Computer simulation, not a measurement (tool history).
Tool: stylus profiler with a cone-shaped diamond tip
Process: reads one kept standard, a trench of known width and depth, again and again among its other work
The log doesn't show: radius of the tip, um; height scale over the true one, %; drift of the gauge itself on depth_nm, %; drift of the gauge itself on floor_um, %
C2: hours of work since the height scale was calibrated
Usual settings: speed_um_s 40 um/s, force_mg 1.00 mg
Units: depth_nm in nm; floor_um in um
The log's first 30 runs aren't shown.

{"run": 31, "hour": 1544.0, "speed_um_s": 15, "force_mg": 0.49, "scans with this tip": 9356, "C2": 87, "depth_nm": 1005.82, "floor_um": 45.82}
{"run": 32, "hour": 1593.9, "speed_um_s": 15, "force_mg": 0.49, "scans with this tip": 9590, "C2": 116, "depth_nm": 1006.12, "floor_um": 45.76}
{"run": 33, "hour": 1644.9, "speed_um_s": 15, "force_mg": 0.49, "scans with this tip": 9828, "C2": 146, "depth_nm": 1005.91, "floor_um": 45.81}
{"run": 34, "hour": 1714.6, "speed_um_s": 15, "force_mg": 0.49, "scans with this tip": 10155, "C2": 186, "depth_nm": 1005.81, "floor_um": 45.79}
{"run": 35, "hour": 1780.6, "speed_um_s": 15, "force_mg": 0.49, "scans with this tip": 10465, "C2": 225, "depth_nm": 1006.17, "floor_um": 45.8}
{"run": 36, "hour": 1816.9, "speed_um_s": 26, "force_mg": 2.18, "scans with this tip": 10635, "C2": 246, "depth_nm": 1015.72, "floor_um": 45.83}
{"run": 37, "hour": 1890.3, "speed_um_s": 60, "force_mg": 2.18, "scans with this tip": 10979, "C2": 289, "depth_nm": 1015.65, "floor_um": 45.68}
{"hour": 1935.7, "done": "new tip fitted, height scale calibrated"}
{"run": 38, "hour": 1940.4, "speed_um_s": 60, "force_mg": 2.18, "scans with this tip": 22, "C2": 3, "depth_nm": 1015.74, "floor_um": 45.72}
{"run": 39, "hour": 1977.9, "speed_um_s": 109, "force_mg": 0.58, "scans with this tip": 198, "C2": 25, "depth_nm": 1006.37, "floor_um": 44.83}
{"run": 40, "hour": 2026.3, "speed_um_s": 72, "force_mg": 0.35, "scans with this tip": 425, "C2": 53, "depth_nm": 1004.71, "floor_um": 45.03}
{"run": 41, "hour": 2067.6, "speed_um_s": 60, "force_mg": 0.41, "scans with this tip": 619, "C2": 77, "depth_nm": 1005.22, "floor_um": 45.29}

Forecast each of these 3 alternatives for the next run:
{"run": "A", "hour": 2146.1, "speed_um_s": 58, "force_mg": 1.0, "scans with this tip": 986, "C2": 123, "depth_nm": "?", "floor_um": "?"}
{"run": "B", "hour": 2146.1, "speed_um_s": 60, "force_mg": 0.41, "scans with this tip": 986, "C2": 123, "depth_nm": "?", "floor_um": "?"}
{"run": "C", "hour": 2146.1, "speed_um_s": 159, "force_mg": 0.41, "scans with this tip": 986, "C2": 123, "depth_nm": "?", "floor_um": "?"}

run=A depth_nm=1009.31 floor_um=45.60
run=B depth_nm=1005.27 floor_um=45.26
run=C depth_nm=1005.16 floor_um=43.98
Without the tool's hidden state the same runs would have given:
run=A depth_nm=1009.31 floor_um=45.60
run=B depth_nm=1005.27 floor_um=45.26
run=C depth_nm=1005.16 floor_um=43.99
